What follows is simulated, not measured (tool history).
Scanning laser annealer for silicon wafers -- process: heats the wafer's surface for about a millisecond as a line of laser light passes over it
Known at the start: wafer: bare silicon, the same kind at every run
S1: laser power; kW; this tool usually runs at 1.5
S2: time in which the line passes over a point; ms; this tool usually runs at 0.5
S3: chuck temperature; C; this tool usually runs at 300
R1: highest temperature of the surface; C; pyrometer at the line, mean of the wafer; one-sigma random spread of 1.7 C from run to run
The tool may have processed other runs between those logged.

run,hour,S1,S2,S3,R1
1,0,1.5,0.5,300,1100
2,56.9,1.5,0.5,300,1095
3,152.6,1.5,0.48,300,1080
4,194.7,1.5,0.48,300,1079
5,281.5,1.5,0.515,300,1103
6,353.3,1.5,0.515,320,1122
7,446.6,1.5,0.5,327,1118
8,532.5,1.5,0.5,327,1117
9,583.2,1.5,0.5,327,1116
10,669.6,1.449,0.5,300,1053
11,716.5,1.449,0.5,300,1056
12,787.3,1.449,0.5,300,1055
13,861,1.449,0.429,300,1004
# hour 904.8: window over the wafer cleaned
14,911.2,1.449,0.506,300,1057
# hour 947.5: optics aligned, line set to its width
15,961.3,1.605,0.5,300,1147
16,1039.3,1.5,0.5,300,1087
# hour 1090.6: window over the wafer cleaned, once more
17,1104.1,1.5,0.5,300,1103
18,1189.8,1.334,0.5,300,1008
19,1272.4,1.334,0.5,300,1007
20,1333.4,1.334,0.5,300,1009
21,1395.2,1.334,0.5,300,1006
22,1476.1,1.334,0.5,300,1004
23,1538.7,1.316,0.364,327,931
24,1578.2,1.5,0.5,261,1059
25,1647.1,1.5,0.598,261,1123
26,1739.9,1.5,0.598,261,1120
27,1800.6,1.5,0.448,293,1046
28,1870.7,1.6,0.405,300,1075
29,1926.9,1.318,0.375,322,926
30,1967.7,1.318,0.375,322,927
# hour 1989.6: window over the wafer cleaned
31,2016.9,1.483,0.382,277,976
32,2059.6,1.483,0.382,277,976
33,2103.6,1.483,0.382,277,975
34,2161.2,1.554,0.47,338,1142
35,2226.4,1.39,0.458,294,995
36,2280.3,1.441,0.459,294,1024
37,2359.6,1.441,0.459,294,1023
38,2413.8,1.5,0.614,317,1180
39,2461.8,1.63,0.541,278,1170
40,2501.9,1.63,0.541,278,1168
# hour 2567.5: optics aligned, line set to its width
41,2604.7,1.371,0.419,300,969

Measured minus without-hidden-state, run by run (identical run-to-run variation in each term; gauge scatter may differ):
Hidden state at play: light that passes the window, % of a clean one's; laser's true power over the reading, %; width of the line over the set one, %; drift of the gauge itself on peak_c, C.
run,R1
1,+6
2,+5
3,+3
4,+2
5,+0
6,-1
7,-2
8,-3
9,-5
10,-6
11,-7
12,-8
13,-8
14,-12
15,-5
16,-6
17,+11
18,+9
19,+7
20,+7
21,+6
22,+4
23,+4
24,+3
25,+2
26,+1
27,+0
28,-2
29,-2
30,-3
31,+4
32,+3
33,+2
34,+2
35,+1
36,+0
37,-1
38,-3
39,-4
40,-4
41,+2
